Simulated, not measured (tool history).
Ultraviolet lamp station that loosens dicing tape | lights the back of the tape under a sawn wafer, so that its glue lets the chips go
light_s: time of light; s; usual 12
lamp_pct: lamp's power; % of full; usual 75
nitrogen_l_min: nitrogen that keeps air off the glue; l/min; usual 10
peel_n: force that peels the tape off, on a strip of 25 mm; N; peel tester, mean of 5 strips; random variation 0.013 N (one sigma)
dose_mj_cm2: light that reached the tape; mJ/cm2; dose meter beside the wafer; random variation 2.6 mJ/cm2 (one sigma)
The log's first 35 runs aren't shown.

run    hour  light_s  lamp_pct  nitrogen_l_min  hours of work of the lamp  hours of work since the window was cleaned  peel_n  dose_mj_cm2
 36  1224.5       20        75              14                       1293                                         654   0.661          284
     1261.4  -- window cleaned of glue's vapour
 37  1269.0       20        75              14                       1322                                           5   0.462          324
 38  1300.4       12        75               4                       1343                                          26   2.824          192
 39  1341.0       22        71               6                       1370                                          53   0.866          326
 40  1366.7       19        89               5                       1387                                          70   0.830          350
     1401.6  -- lamp changed
 41  1409.5       19        89               5                          5                                          98   0.248          587
 42  1436.3       12        61              17                         23                                         116   0.790          251
 43  1483.3       22       100               9                         54                                         147   0.144          735

Forecast each of these 4 alternatives for the next run:
  A  1530.4       10        89               8                         86                                         178       ?            ?
  B  1530.4       12        67               4                         86                                         178       ?            ?
  C  1530.4       22        64              14                         86                                         178       ?            ?
  D  1530.4        8        89               9                         86                                         178       ?            ?

run  peel_n  dose_mj_cm2
  A   0.875          294
  B   1.713          268
  C   0.216          462
  D   1.275          237
Without the tool's hidden state the same runs would have given:
run  peel_n  dose_mj_cm2
  A   0.726          319
  B   1.478          290
  C   0.191          501
  D   1.076          257
